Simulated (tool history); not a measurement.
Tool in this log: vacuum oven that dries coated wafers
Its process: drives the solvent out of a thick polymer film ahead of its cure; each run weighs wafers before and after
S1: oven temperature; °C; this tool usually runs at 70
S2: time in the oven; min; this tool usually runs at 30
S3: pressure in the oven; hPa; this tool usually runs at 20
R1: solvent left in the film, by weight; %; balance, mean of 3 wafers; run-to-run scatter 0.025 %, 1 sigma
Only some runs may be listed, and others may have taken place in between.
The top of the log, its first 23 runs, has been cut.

{"run": 24, "hour": 260.8, "S1": 70, "S2": 30, "S3": 20, "R1": 1.31}
{"run": 25, "hour": 271.0, "S1": 66, "S2": 53, "S3": 37.7, "R1": 1.64}
{"run": 26, "hour": 285.8, "S1": 70, "S2": 35, "S3": 20, "R1": 1.07}
{"run": 27, "hour": 296.2, "S1": 70, "S2": 35, "S3": 20, "R1": 1.04}
{"run": 28, "hour": 304.8, "S1": 75, "S2": 30, "S3": 26.5, "R1": 0.93}
{"run": 29, "hour": 319.4, "S1": 75, "S2": 30, "S3": 26.5, "R1": 0.95}
{"run": 30, "hour": 327.0, "S1": 75, "S2": 16, "S3": 26.5, "R1": 2.37}
{"run": 31, "hour": 340.4, "S1": 67, "S2": 31, "S3": 24.8, "R1": 2.02}
{"run": 32, "hour": 349.6, "S1": 70, "S2": 44, "S3": 38.6, "R1": 1.38}

Run 33 comes next. What will it give?
{"run": 33, "hour": 361.3, "S1": 70, "S2": 44, "S3": 38.6, "R1": "?"}

R1: 1.39 %
Minus the tool's unlogged condition, the same run would have read R1 1.19 %.

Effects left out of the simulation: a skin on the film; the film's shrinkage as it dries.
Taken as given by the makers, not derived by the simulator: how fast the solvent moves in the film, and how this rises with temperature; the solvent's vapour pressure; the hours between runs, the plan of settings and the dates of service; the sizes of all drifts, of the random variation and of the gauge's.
